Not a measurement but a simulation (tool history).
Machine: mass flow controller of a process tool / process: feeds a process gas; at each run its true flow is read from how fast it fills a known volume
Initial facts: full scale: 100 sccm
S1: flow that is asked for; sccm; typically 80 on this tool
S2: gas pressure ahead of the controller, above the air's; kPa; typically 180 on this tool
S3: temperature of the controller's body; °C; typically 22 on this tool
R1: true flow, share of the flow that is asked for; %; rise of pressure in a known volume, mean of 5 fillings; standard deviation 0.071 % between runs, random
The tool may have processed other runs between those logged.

{"run": 1, "hour": 0.0, "S1": 80, "S2": 180, "S3": 22, "R1": 99.62}
{"run": 2, "hour": 274.4, "S1": 80, "S2": 180, "S3": 22, "R1": 99.59}
{"run": 3, "hour": 564.5, "S1": 80, "S2": 170, "S3": 22, "R1": 99.69}
{"run": 4, "hour": 792.2, "S1": 80, "S2": 180, "S3": 22, "R1": 99.46}
{"run": 5, "hour": 946.6, "S1": 80, "S2": 180, "S3": 22, "R1": 99.5}
{"run": 6, "hour": 1216.8, "S1": 80, "S2": 180, "S3": 22, "R1": 99.58}
{"run": 7, "hour": 1344.3, "S1": 80, "S2": 180, "S3": 22, "R1": 99.55}
{"run": 8, "hour": 1487.8, "S1": 80, "S2": 180, "S3": 22, "R1": 99.62}
{"run": 9, "hour": 1647.8, "S1": 80, "S2": 180, "S3": 22, "R1": 99.71}
{"run": 10, "hour": 1813.5, "S1": 80, "S2": 180, "S3": 22, "R1": 99.71}
{"run": 11, "hour": 2056.9, "S1": 80, "S2": 180, "S3": 22, "R1": 99.74}
{"run": 12, "hour": 2333.8, "S1": 80, "S2": 180, "S3": 22, "R1": 99.87}
{"run": 13, "hour": 2551.1, "S1": 80, "S2": 180, "S3": 22, "R1": 99.59}
{"run": 14, "hour": 2809.5, "S1": 80, "S2": 180, "S3": 22, "R1": 99.91}
{"run": 15, "hour": 3081.0, "S1": 80, "S2": 180, "S3": 22, "R1": 99.7}
{"run": 16, "hour": 3210.8, "S1": 80, "S2": 180, "S3": 22, "R1": 99.86}
{"hour": 3232.9, "done": "controller's zero set anew"}
{"run": 17, "hour": 3375.5, "S1": 80, "S2": 180, "S3": 22, "R1": 100.67}
{"run": 18, "hour": 3563.7, "S1": 80, "S2": 180, "S3": 22, "R1": 100.49}
{"run": 19, "hour": 3686.5, "S1": 80, "S2": 180, "S3": 22, "R1": 100.61}
{"run": 20, "hour": 3894.4, "S1": 80, "S2": 180, "S3": 22, "R1": 100.61}
{"run": 21, "hour": 4118.7, "S1": 80, "S2": 180, "S3": 22, "R1": 100.76}
{"run": 22, "hour": 4403.2, "S1": 80, "S2": 180, "S3": 22, "R1": 100.7}
{"run": 23, "hour": 4565.7, "S1": 80, "S2": 180, "S3": 22, "R1": 100.61}
{"run": 24, "hour": 4855.9, "S1": 80, "S2": 180, "S3": 28, "R1": 100.57}
{"run": 25, "hour": 5108.6, "S1": 80, "S2": 180, "S3": 28, "R1": 100.51}
{"run": 26, "hour": 5401.6, "S1": 80, "S2": 141, "S3": 30, "R1": 100.59}
{"run": 27, "hour": 5525.4, "S1": 80, "S2": 141, "S3": 30, "R1": 100.57}
{"run": 28, "hour": 5812.7, "S1": 80, "S2": 180, "S3": 37, "R1": 100.43}
{"run": 29, "hour": 5935.4, "S1": 80, "S2": 142, "S3": 31, "R1": 100.66}
{"run": 30, "hour": 6088.7, "S1": 80, "S2": 142, "S3": 31, "R1": 100.74}
{"run": 31, "hour": 6346.3, "S1": 80, "S2": 142, "S3": 31, "R1": 100.64}
{"run": 32, "hour": 6576.3, "S1": 80, "S2": 142, "S3": 31, "R1": 100.74}
{"run": 33, "hour": 6806.3, "S1": 42, "S2": 174, "S3": 23, "R1": 99.19}
{"run": 34, "hour": 6972.8, "S1": 40, "S2": 174, "S3": 26, "R1": 98.85}
{"run": 35, "hour": 7242.2, "S1": 36, "S2": 226, "S3": 22, "R1": 98.65}
{"run": 36, "hour": 7508.3, "S1": 61, "S2": 223, "S3": 22, "R1": 99.93}
{"run": 37, "hour": 7704.7, "S1": 50, "S2": 250, "S3": 22, "R1": 99.37}
{"run": 38, "hour": 7944.7, "S1": 50, "S2": 250, "S3": 22, "R1": 99.32}
{"run": 39, "hour": 8067.7, "S1": 14, "S2": 144, "S3": 28, "R1": 95.26}
{"run": 40, "hour": 8258.1, "S1": 80, "S2": 253, "S3": 22, "R1": 100.89}
{"run": 41, "hour": 8514.3, "S1": 14, "S2": 210, "S3": 22, "R1": 95.17}
{"run": 42, "hour": 8691.2, "S1": 28, "S2": 180, "S3": 32, "R1": 97.48}
{"run": 43, "hour": 8928.7, "S1": 30, "S2": 196, "S3": 33, "R1": 97.63}
{"run": 44, "hour": 9135.1, "S1": 30, "S2": 196, "S3": 33, "R1": 97.58}
{"run": 45, "hour": 9325.7, "S1": 16, "S2": 201, "S3": 22, "R1": 95.2}
{"run": 46, "hour": 9487.3, "S1": 16, "S2": 201, "S3": 22, "R1": 95.29}
{"hour": 9625.3, "done": "controller's zero set anew"}
{"run": 47, "hour": 9746.6, "S1": 16, "S2": 201, "S3": 22, "R1": 99.52}

4 ways to go on from here, each from the tool as it stands after run 47. What would each give?
{"run": "A", "hour": 9916.2, "S1": 16, "S2": 225, "S3": 33, "R1": "?"}
{"run": "B", "hour": 9916.2, "S1": 80, "S2": 180, "S3": 25, "R1": "?"}
{"run": "C", "hour": 9916.2, "S1": 98, "S2": 201, "S3": 35, "R1": "?"}
{"run": "D", "hour": 9916.2, "S1": 17, "S2": 156, "S3": 26, "R1": "?"}

run=A R1=99.2
run=B R1=101.87
run=C R1=102.21
run=D R1=99.42
Take away the tool's hidden state, keep each run's random variation, and the runs would have read:
run=A R1=96.86
run=B R1=99.33
run=C R1=99.67
run=D R1=97.07
